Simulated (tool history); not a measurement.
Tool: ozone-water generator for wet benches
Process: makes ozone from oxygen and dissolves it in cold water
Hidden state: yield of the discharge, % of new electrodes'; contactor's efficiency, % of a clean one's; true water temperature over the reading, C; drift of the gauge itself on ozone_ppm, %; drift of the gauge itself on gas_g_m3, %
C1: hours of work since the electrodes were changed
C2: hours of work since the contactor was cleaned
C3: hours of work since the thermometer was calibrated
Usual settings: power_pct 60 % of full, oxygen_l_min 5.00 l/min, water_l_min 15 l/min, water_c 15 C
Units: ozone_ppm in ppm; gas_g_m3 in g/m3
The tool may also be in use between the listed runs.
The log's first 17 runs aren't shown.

{"run": 18, "hour": 979.7, "power_pct": 60, "oxygen_l_min": 6.11, "water_l_min": 15, "water_c": 12, "C1": 1966, "C2": 4549, "C3": 2518, "ozone_ppm": 25.0, "gas_g_m3": 210.2}
{"run": 19, "hour": 1023.3, "power_pct": 60, "oxygen_l_min": 6.11, "water_l_min": 15, "water_c": 12, "C1": 2003, "C2": 4586, "C3": 2555, "ozone_ppm": 25.3, "gas_g_m3": 209.6}
{"run": 20, "hour": 1069.1, "power_pct": 60, "oxygen_l_min": 6.11, "water_l_min": 15, "water_c": 12, "C1": 2042, "C2": 4625, "C3": 2594, "ozone_ppm": 24.9, "gas_g_m3": 211.3}
{"run": 21, "hour": 1109.3, "power_pct": 60, "oxygen_l_min": 6.11, "water_l_min": 15, "water_c": 12, "C1": 2076, "C2": 4659, "C3": 2628, "ozone_ppm": 24.9, "gas_g_m3": 211.5}
{"run": 22, "hour": 1173.3, "power_pct": 60, "oxygen_l_min": 5.55, "water_l_min": 11, "water_c": 9, "C1": 2131, "C2": 4714, "C3": 2683, "ozone_ppm": 33.3, "gas_g_m3": 222.0}
{"run": 23, "hour": 1210.2, "power_pct": 60, "oxygen_l_min": 5.55, "water_l_min": 9, "water_c": 7, "C1": 2162, "C2": 4745, "C3": 2714, "ozone_ppm": 39.7, "gas_g_m3": 221.1}
{"run": 24, "hour": 1262.7, "power_pct": 78, "oxygen_l_min": 2.85, "water_l_min": 11, "water_c": 16, "C1": 2207, "C2": 4790, "C3": 2759, "ozone_ppm": 35.1, "gas_g_m3": 368.8}
{"run": 25, "hour": 1312.5, "power_pct": 78, "oxygen_l_min": 3.38, "water_l_min": 11, "water_c": 22, "C1": 2249, "C2": 4832, "C3": 2801, "ozone_ppm": 31.9, "gas_g_m3": 336.5}
{"run": 26, "hour": 1365.5, "power_pct": 78, "oxygen_l_min": 3.38, "water_l_min": 11, "water_c": 22, "C1": 2294, "C2": 4877, "C3": 2846, "ozone_ppm": 31.9, "gas_g_m3": 332.2}
{"run": 27, "hour": 1406.2, "power_pct": 78, "oxygen_l_min": 3.38, "water_l_min": 11, "water_c": 22, "C1": 2329, "C2": 4912, "C3": 2881, "ozone_ppm": 31.6, "gas_g_m3": 330.6}
{"hour": 1426.6, "done": "contactor cleaned"}
{"run": 28, "hour": 1481.3, "power_pct": 60, "oxygen_l_min": 5.43, "water_l_min": 15, "water_c": 15, "C1": 2389, "C2": 46, "C3": 2941, "ozone_ppm": 24.9, "gas_g_m3": 221.4}
{"run": 29, "hour": 1537.5, "power_pct": 60, "oxygen_l_min": 5.0, "water_l_min": 19, "water_c": 15, "C1": 2437, "C2": 94, "C3": 2989, "ozone_ppm": 20.5, "gas_g_m3": 232.6}
{"run": 30, "hour": 1573.4, "power_pct": 82, "oxygen_l_min": 5.0, "water_l_min": 15, "water_c": 15, "C1": 2467, "C2": 125, "C3": 3020, "ozone_ppm": 30.0, "gas_g_m3": 275.5}
{"run": 31, "hour": 1651.9, "power_pct": 60, "oxygen_l_min": 5.0, "water_l_min": 10, "water_c": 11, "C1": 2534, "C2": 191, "C3": 3086, "ozone_ppm": 35.9, "gas_g_m3": 231.0}
{"run": 32, "hour": 1685.5, "power_pct": 60, "oxygen_l_min": 5.0, "water_l_min": 10, "water_c": 11, "C1": 2563, "C2": 220, "C3": 3115, "ozone_ppm": 35.2, "gas_g_m3": 231.0}

3 ways to go on from here, each from the tool as it stands after run 32. What would each give?
{"run": "A", "hour": 1743.1, "power_pct": 60, "oxygen_l_min": 7.24, "water_l_min": 10, "water_c": 11, "C1": 2612, "C2": 269, "C3": 3164, "ozone_ppm": "?", "gas_g_m3": "?"}
{"run": "B", "hour": 1743.1, "power_pct": 87, "oxygen_l_min": 5.0, "water_l_min": 10, "water_c": 11, "C1": 2612, "C2": 269, "C3": 3164, "ozone_ppm": "?", "gas_g_m3": "?"}
{"run": "C", "hour": 1743.1, "power_pct": 60, "oxygen_l_min": 5.0, "water_l_min": 10, "water_c": 11, "C1": 2612, "C2": 269, "C3": 3164, "ozone_ppm": "?", "gas_g_m3": "?"}

run=A ozone_ppm=34.0 gas_g_m3=191.9
run=B ozone_ppm=44.3 gas_g_m3=286.1
run=C ozone_ppm=35.8 gas_g_m3=231.7
Without the tool's hidden state the same runs would have given:
run=A ozone_ppm=36.5 gas_g_m3=203.3
run=B ozone_ppm=48.2 gas_g_m3=307.5
run=C ozone_ppm=38.5 gas_g_m3=245.4
